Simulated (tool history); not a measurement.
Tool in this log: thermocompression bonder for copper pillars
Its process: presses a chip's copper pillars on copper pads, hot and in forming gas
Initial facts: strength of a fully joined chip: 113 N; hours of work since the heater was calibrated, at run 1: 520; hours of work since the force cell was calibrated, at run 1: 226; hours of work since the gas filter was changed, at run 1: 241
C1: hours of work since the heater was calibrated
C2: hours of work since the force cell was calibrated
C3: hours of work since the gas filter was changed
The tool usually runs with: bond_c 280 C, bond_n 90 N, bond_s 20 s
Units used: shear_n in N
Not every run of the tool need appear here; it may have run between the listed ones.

{"run": 1, "hour": 0.0, "bond_c": 280, "bond_n": 90, "bond_s": 20, "C1": 520, "C2": 226, "C3": 241, "shear_n": 80.1}
{"run": 2, "hour": 15.5, "bond_c": 280, "bond_n": 90, "bond_s": 20, "C1": 532, "C2": 238, "C3": 253, "shear_n": 79.9}
{"run": 3, "hour": 27.9, "bond_c": 280, "bond_n": 90, "bond_s": 20, "C1": 542, "C2": 248, "C3": 263, "shear_n": 79.4}
{"run": 4, "hour": 38.4, "bond_c": 280, "bond_n": 90, "bond_s": 20, "C1": 550, "C2": 256, "C3": 271, "shear_n": 79.2}
{"hour": 41.4, "done": "forming gas filter changed"}
{"run": 5, "hour": 58.4, "bond_c": 280, "bond_n": 90, "bond_s": 20, "C1": 566, "C2": 272, "C3": 14, "shear_n": 79.3}
{"run": 6, "hour": 68.4, "bond_c": 280, "bond_n": 90, "bond_s": 20, "C1": 573, "C2": 279, "C3": 21, "shear_n": 79.4}
{"run": 7, "hour": 86.2, "bond_c": 276, "bond_n": 90, "bond_s": 20, "C1": 588, "C2": 294, "C3": 36, "shear_n": 76.4}
{"run": 8, "hour": 97.2, "bond_c": 276, "bond_n": 90, "bond_s": 20, "C1": 596, "C2": 302, "C3": 44, "shear_n": 76.4}
{"run": 9, "hour": 117.2, "bond_c": 280, "bond_n": 90, "bond_s": 20, "C1": 612, "C2": 318, "C3": 60, "shear_n": 78.5}
{"run": 10, "hour": 132.3, "bond_c": 280, "bond_n": 64, "bond_s": 20, "C1": 624, "C2": 330, "C3": 72, "shear_n": 64.6}
{"run": 11, "hour": 147.9, "bond_c": 280, "bond_n": 64, "bond_s": 20, "C1": 637, "C2": 343, "C3": 85, "shear_n": 64.8}
{"run": 12, "hour": 165.1, "bond_c": 280, "bond_n": 64, "bond_s": 20, "C1": 650, "C2": 356, "C3": 98, "shear_n": 64.1}
{"run": 13, "hour": 185.5, "bond_c": 280, "bond_n": 64, "bond_s": 20, "C1": 667, "C2": 372, "C3": 114, "shear_n": 63.9}
{"hour": 186.6, "done": "gauge calibrated"}
{"run": 14, "hour": 206.8, "bond_c": 280, "bond_n": 69, "bond_s": 20, "C1": 683, "C2": 389, "C3": 131, "shear_n": 68.5}
{"run": 15, "hour": 216.7, "bond_c": 280, "bond_n": 69, "bond_s": 20, "C1": 691, "C2": 397, "C3": 139, "shear_n": 68.3}
{"run": 16, "hour": 236.2, "bond_c": 263, "bond_n": 73, "bond_s": 19, "C1": 707, "C2": 413, "C3": 155, "shear_n": 57.1}
{"run": 17, "hour": 247.0, "bond_c": 281, "bond_n": 93, "bond_s": 20, "C1": 715, "C2": 421, "C3": 163, "shear_n": 81.2}
{"run": 18, "hour": 268.1, "bond_c": 263, "bond_n": 97, "bond_s": 10, "C1": 732, "C2": 438, "C3": 180, "shear_n": 55.3}
{"run": 19, "hour": 286.6, "bond_c": 304, "bond_n": 109, "bond_s": 17, "C1": 747, "C2": 453, "C3": 195, "shear_n": 97.8}
{"run": 20, "hour": 298.5, "bond_c": 304, "bond_n": 109, "bond_s": 17, "C1": 756, "C2": 462, "C3": 204, "shear_n": 97.2}
{"run": 21, "hour": 315.4, "bond_c": 304, "bond_n": 89, "bond_s": 34, "C1": 770, "C2": 476, "C3": 218, "shear_n": 100.5}
{"run": 22, "hour": 328.2, "bond_c": 304, "bond_n": 130, "bond_s": 18, "C1": 780, "C2": 486, "C3": 228, "shear_n": 102.0}

What if the next run were any one of these 3? Each begins from the tool's condition after run 22:
{"run": "A", "hour": 346.0, "bond_c": 281, "bond_n": 90, "bond_s": 18, "C1": 794, "C2": 500, "C3": 242, "shear_n": "?"}
{"run": "B", "hour": 346.0, "bond_c": 300, "bond_n": 79, "bond_s": 29, "C1": 794, "C2": 500, "C3": 242, "shear_n": "?"}
{"run": "C", "hour": 346.0, "bond_c": 285, "bond_n": 130, "bond_s": 18, "C1": 794, "C2": 500, "C3": 242, "shear_n": "?"}

run=A shear_n=76.5
run=B shear_n=92.8
run=C shear_n=92.8
Without the tool's unlogged condition, the same runs would have read:
run=A shear_n=78.3
run=B shear_n=95.0
run=C shear_n=95.0
